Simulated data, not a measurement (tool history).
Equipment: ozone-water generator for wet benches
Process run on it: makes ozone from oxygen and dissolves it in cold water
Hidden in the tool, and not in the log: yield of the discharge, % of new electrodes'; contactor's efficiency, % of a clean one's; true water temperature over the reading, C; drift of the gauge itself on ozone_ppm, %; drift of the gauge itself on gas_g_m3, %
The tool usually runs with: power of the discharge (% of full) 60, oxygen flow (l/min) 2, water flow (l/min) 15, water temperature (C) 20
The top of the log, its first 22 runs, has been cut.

run,hour,power of the discharge (% of full),oxygen flow (l/min),water flow (l/min),water temperature (C),hours of work since the electrodes were changed,hours of work since the contactor was cleaned,hours of work since the thermometer was calibrated,dissolved ozone (ppm),ozone in the gas ahead of the water (g/m3)
# hour 3539.8: gauge calibrated
23,3539.8,40,2,17,13,1382,3279,1785,10.1,149.2
24,3687.8,40,2,17,13,1523,3420,1926,10.3,149.7
25,3901.1,42,1.84,21,25,1727,3624,2130,7.6,165.6
# hour 3967.2: contactor cleaned
26,4041.1,41,3.6,17,28,1857,71,2260,9,106.1
27,4168.6,41,3.6,17,28,1979,192,2382,8.9,106.1
28,4328.3,92,2,15,20,2131,345,2534,22.4,313
29,4547.6,47,1.19,15,20,2341,554,2744,11.6,239.6
30,4689.3,47,1.64,15,16,2476,690,2879,12.6,198.7
31,4857.3,47,1.64,14,16,2637,850,3039,13.6,196.5
32,4962.4,47,1.3,9,17,2737,951,3140,19.7,228.3

Consider 4 possible next runs. They are alternatives, not a sequence: every one starts from the tool as it was left by run 32. What does each give?
A,5098.4,47,1.3,9,24,2867,1081,3270,?,?
B,5098.4,81,1.61,15,14,2867,1081,3270,?,?
C,5098.4,47,3.23,9,17,2867,1081,3270,?,?
D,5098.4,58,2,18,20,2867,1081,3270,?,?

run,dissolved ozone (ppm),ozone in the gas ahead of the water (g/m3)
A,18.1,227.5
B,20.6,317
C,18.9,129.9
D,12.7,208.7
Take away the tool's hidden state, keep each run's random variation, and the runs would have read:
run,dissolved ozone (ppm),ozone in the gas ahead of the water (g/m3)
A,18.1,224.7
B,20.6,313.2
C,18.9,128.3
D,12.7,206.1

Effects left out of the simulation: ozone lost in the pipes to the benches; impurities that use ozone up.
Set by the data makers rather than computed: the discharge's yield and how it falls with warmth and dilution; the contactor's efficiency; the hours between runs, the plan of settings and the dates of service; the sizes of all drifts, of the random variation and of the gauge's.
